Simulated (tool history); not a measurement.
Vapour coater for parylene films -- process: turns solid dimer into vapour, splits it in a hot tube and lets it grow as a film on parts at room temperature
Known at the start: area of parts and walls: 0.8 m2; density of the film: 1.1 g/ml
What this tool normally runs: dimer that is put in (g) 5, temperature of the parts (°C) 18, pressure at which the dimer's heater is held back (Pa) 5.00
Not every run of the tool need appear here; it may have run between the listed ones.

run	hour	dimer that is put in (g)	temperature of the parts (°C)	pressure at which the dimer's heater is held back (Pa)	thickness of the film (nm)
1	0.0	5	18	5.00	2520
2	51.5	5	18	5.00	2490
# hour 85.2: table's thermometer calibrated
3	91.7	5	18	5.00	2580
4	136.0	5	11	5.00	3300
5	159.5	5	11	5.00	3280
6	194.1	5	18	5.00	2550
7	218.8	5	18	6.85	2440
8	264.5	5	18	6.85	2370
9	285.5	5	18	5.00	2490
10	319.8	5	18	5.00	2540
11	351.0	8	18	5.00	3960
12	387.1	5	18	5.00	2530
13	421.3	5	18	5.00	2480
14	462.6	5	18	5.00	2480
# hour 468.8: trap's valve overhauled
15	492.6	3	18	5.00	1400
16	533.4	3	18	11.67	1200
17	568.2	3	16	11.67	1260
# hour 577.3: trap's valve overhauled, once more
18	604.3	2	18	5.00	1060
19	635.4	2	18	5.00	1070
20	677.1	5	18	5.00	2630
21	715.1	5	18	2.90	2970
22	762.0	5	18	11.00	2250
23	790.1	5	18	11.00	2230
24	811.6	5	18	11.00	2240
25	838.2	4	18	2.85	2380
26	876.0	5	20	2.10	2880
27	926.0	5	20	2.10	2910
28	959.7	8	11	9.98	4510
29	985.7	5	14	5.00	2930
30	1022.7	3	10	3.95	2100
31	1046.5	3	10	3.95	2120
32	1069.0	3	10	3.95	2130
33	1114.0	3	10	3.95	2080
34	1149.9	9	28	2.39	3640
35	1186.5	5	21	6.27	2150
36	1221.1	5	21	6.27	2150
37	1267.4	5	12	6.66	2900
38	1303.0	7	24	8.73	2500
39	1349.6	7	24	8.73	2500
40	1370.9	7	21	4.83	3100
41	1395.0	7	20	2.45	3720
42	1446.9	8	18	5.00	3910
43	1476.2	3	18	2.98	1620
# hour 1494.4: trap's valve overhauled
44	1519.3	3	21	5.00	1450
45	1561.3	4	29	5.09	1460
46	1610.7	6	11	2.14	4810

Here are 4 independent what-if runs from the current tool condition. What would each one return?
A	1647.2	5	12	4.83	?
B	1647.2	4	16	6.24	?
C	1647.2	6	14	2.26	?
D	1647.2	3	16	10.20	?

run	thickness of the film (nm)
A	3230
B	2120
C	4260
D	1450
What these runs would have given with no unlogged condition in the tool:
run	thickness of the film (nm)
A	3400
B	2230
C	4480
D	1530
